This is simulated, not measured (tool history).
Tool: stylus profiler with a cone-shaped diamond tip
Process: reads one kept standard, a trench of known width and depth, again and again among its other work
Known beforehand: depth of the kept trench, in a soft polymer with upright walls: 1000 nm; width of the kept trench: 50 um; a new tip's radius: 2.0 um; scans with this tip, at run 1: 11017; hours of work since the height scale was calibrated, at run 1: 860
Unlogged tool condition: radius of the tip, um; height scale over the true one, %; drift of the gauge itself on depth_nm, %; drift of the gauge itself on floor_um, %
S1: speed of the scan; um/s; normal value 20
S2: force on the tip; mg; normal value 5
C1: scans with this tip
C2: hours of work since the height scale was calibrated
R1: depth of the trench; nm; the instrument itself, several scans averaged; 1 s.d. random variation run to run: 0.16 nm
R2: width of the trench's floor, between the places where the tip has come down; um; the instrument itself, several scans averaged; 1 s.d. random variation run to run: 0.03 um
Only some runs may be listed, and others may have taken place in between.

run	hour	S1	S2	C1	C2	R1	R2
1	0	20	5	11017	860	1014.39	46.45
2	71.7	20	5	11219	905	1014.63	46.42
3	198.9	20	5	11577	984	1014.2	46.48
4	268.4	20	5	11773	1027	1014.25	46.44
5	385.6	20	7.19	12103	1100	1018.23	46.47
6	456.8	20	7.19	12304	1144	1018.26	46.48
7	515.1	20	7.19	12468	1180	1018.51	46.45
8	651.8	20	7.19	12853	1265	1018.13	46.43
9	734.1	20	7.19	13085	1316	1018.18	46.49
10	820.9	20	2.89	13329	1370	1009.97	46.45
11	945.7	20	6.75	13681	1447	1017.42	46.47
# hour 956: height scale calibrated on a step standard
12	1071.6	20	6.75	14034	72	1017.29	46.49
13	1152.6	20	5	14263	122	1014.55	46.45
14	1211.6	20	11.92	14429	159	1025.4	46.4
15	1279.7	20	11.92	14621	201	1025.39	46.51
16	1377.4	20	11.92	14896	262	1025.52	46.48
17	1464	20	11.92	15140	315	1025.3	46.41
18	1575.2	20	11.92	15454	384	1025.53	46.48
19	1649.1	20	11.92	15662	430	1025.81	46.4
20	1769.9	20	5	16002	505	1014.4	46.41
21	1889.3	20	3.59	16338	579	1011.31	46.47
22	1968.1	20	4.44	16560	628	1013.41	46.52
23	2066.7	20	4.44	16838	689	1013.2	46.44
24	2169.8	18	3.45	17129	753	1010.96	46.43
25	2309.6	18	3.45	17523	840	1011.14	46.43
26	2392.7	6	14.57	17757	892	1029.32	46.5
27	2468.3	45	13.05	17970	939	1027.38	46.44
28	2548.5	45	13.05	18196	988	1027.31	46.41
29	2625.2	14	2.03	18412	1036	1007.74	46.42
30	2737.9	14	2.03	18729	1106	1007.77	46.43
31	2834.4	14	12.35	19001	1166	1026.23	46.46
32	2950.3	5	3.48	19328	1238	1011.4	46.48
# hour 3000.7: new tip fitted, height scale calibrated
33	3023.5	18	10.94	65	14	1024.17	46.44
34	3136	18	5.84	382	84	1015.72	46.48
35	3198.7	7	14.67	558	123	1029.51	46.49
36	3318.9	14	2.38	897	198	1008.54	46.51
37	3456.7	21	6.07	1285	283	1016.27	46.46
38	3531.5	71	4	1496	330	1012.27	46.21
39	3662.7	38	5.54	1866	411	1015.21	46.37
40	3757.6	36	5.31	2133	470	1014.87	46.37
41	3886.2	20	13.69	2495	550	1027.92	46.45
42	3962.7	20	13.69	2711	597	1028	46.5
43	4079.8	20	13.69	3041	670	1028.13	46.49
44	4163.3	20	13.69	3276	722	1028.22	46.46
45	4251.9	21	3.19	3526	777	1010.79	46.4

Describe how what the log doesn't record of the tool's condition differs between the last listed run preceding each entry between runs and the first listed run following it.
Logged between run 11 and run 12: height scale calibrated on a step standard (hour 956)
  height scale over the true one, %: -0.002 -> 0
Logged between run 32 and run 33: new tip fitted, height scale calibrated (hour 3000.7)
  radius of the tip, um: 2.02 -> 2; height scale over the true one, %: -0.001 -> 0
